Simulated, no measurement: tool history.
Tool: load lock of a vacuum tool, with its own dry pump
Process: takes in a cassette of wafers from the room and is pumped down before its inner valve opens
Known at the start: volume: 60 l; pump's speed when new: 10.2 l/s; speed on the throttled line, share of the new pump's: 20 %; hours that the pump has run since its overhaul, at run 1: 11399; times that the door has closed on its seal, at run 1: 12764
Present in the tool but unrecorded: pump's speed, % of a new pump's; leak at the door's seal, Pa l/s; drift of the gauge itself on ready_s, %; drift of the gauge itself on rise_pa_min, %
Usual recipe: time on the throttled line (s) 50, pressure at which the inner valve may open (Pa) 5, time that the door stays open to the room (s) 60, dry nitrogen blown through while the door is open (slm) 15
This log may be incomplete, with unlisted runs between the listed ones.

run,day,time on the throttled line (s),pressure at which the inner valve may open (Pa),time that the door stays open to the room (s),dry nitrogen blown through while the door is open (slm),hours that the pump has run since its overhaul,times that the door has closed on its seal,"incoming humidity of the room's air, %",time from the closed door until the inner valve may open (s),rise of the pressure with all valves shut (Pa/min)
1,0.000,50,5,60,15,11399,12764,43.6,100.0,0.024
2,4.471,50,5,32,15,11507,13216,45.8,99.1,0.018
3,7.304,50,5,32,15,11574,13503,44.1,98.5,0.022
4,10.304,50,4,32,15,11646,13806,43.5,99.9,0.010
5,13.571,50,4,32,15,11725,14136,44.5,100.5,0.023
6,16.092,50,4,32,15,11785,14391,44.7,100.8,0.022
7,18.900,50,5,70,15,11853,14675,46.1,98.0,0.034
8,21.254,30,5,70,15,11909,14913,44.5,83.0,0.030
9,25.125,30,5,70,15,12002,15305,46.8,81.9,0.032
10,28.742,50,9,60,17,12089,15670,45.0,95.7,0.027
11,32.304,48,9,168,33,12174,16030,43.6,94.1,0.041
12,35.771,25,5,102,33,12258,16381,46.1,78.4,0.032
13,41.175,84,5,125,39,12387,16927,45.5,124.9,0.030
14,45.275,84,5,125,39,12486,17342,44.5,126.4,0.030
15,48.792,84,5,125,39,12570,17697,44.9,125.4,0.029
16,52.004,26,5,60,15,12647,18022,47.9,80.4,0.032
17,57.342,35,8,60,15,12775,18562,46.1,82.8,0.032

Predict each of these 3 candidate next runs independently; none follows another, all start after run 17:
A,60.438,86,8,56,15,12850,18875,43.3,?,?
B,60.438,35,5,230,15,12850,18875,43.0,?,?
C,60.438,69,5,100,4,12850,18875,45.2,?,?

run,time from the closed door until the inner valve may open (s),rise of the pressure with all valves shut (Pa/min)
A,124.8,0.029
B,87.0,0.081
C,115.9,0.070
With no hidden state in the tool, these same runs would have given:
run,time from the closed door until the inner valve may open (s),rise of the pressure with all valves shut (Pa/min)
A,124.7,0.029
B,87.0,0.080
C,115.8,0.070
